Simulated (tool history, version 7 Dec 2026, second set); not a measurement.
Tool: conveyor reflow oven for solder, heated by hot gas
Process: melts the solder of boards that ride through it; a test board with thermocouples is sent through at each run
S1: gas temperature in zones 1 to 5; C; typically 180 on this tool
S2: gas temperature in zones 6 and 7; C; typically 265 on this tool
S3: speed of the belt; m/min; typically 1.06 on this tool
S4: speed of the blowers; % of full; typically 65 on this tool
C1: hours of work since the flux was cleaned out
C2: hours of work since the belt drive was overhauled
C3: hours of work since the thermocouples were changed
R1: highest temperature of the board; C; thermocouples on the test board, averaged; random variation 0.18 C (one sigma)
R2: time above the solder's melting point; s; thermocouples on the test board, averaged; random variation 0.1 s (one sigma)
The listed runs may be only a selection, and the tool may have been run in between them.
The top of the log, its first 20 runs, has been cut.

run,hour,S1,S2,S3,S4,C1,C2,C3,R1,R2
21,186.7,177,265,1.16,65,20,236,326,246.6,28.6
22,192.0,180,265,1.11,64,24,239,330,248.2,31.8
23,198.6,166,268,0.93,65,29,244,335,253.7,38.4
24,210.8,176,272,0.91,75,38,253,344,261.4,44.6
25,217.6,176,272,0.91,75,43,258,349,260.7,44.6
26,225.0,176,272,0.91,75,49,264,354,261.0,44.6
27,238.0,176,272,0.91,75,58,273,364,260.7,44.9
28,246.3,177,272,1.17,77,64,279,370,254.0,31.8
29,254.9,183,272,1.11,71,70,286,376,255.3,35.4
30,263.6,180,267,1.06,61,77,292,382,250.5,34.5
31,269.1,180,267,1.06,61,81,296,386,250.4,34.4
32,275.5,180,267,1.06,61,86,301,391,249.9,34.2

Each row is a separate what-if for the run after 32, all from the same tool condition, not one after another. Results?
A,281.3,180,267,0.95,65,90,305,395,?,?
B,281.3,190,266,1.06,61,90,305,395,?,?
C,281.3,180,258,1.06,65,90,305,395,?,?

run,R1,R2
A,254.3,40.9
B,251.7,37.3
C,243.3,30.8
With the hidden condition removed and each run's random variation left untouched, the same runs would have given:
run,R1,R2
A,255.4,41.4
B,252.9,37.8
C,244.5,31.5

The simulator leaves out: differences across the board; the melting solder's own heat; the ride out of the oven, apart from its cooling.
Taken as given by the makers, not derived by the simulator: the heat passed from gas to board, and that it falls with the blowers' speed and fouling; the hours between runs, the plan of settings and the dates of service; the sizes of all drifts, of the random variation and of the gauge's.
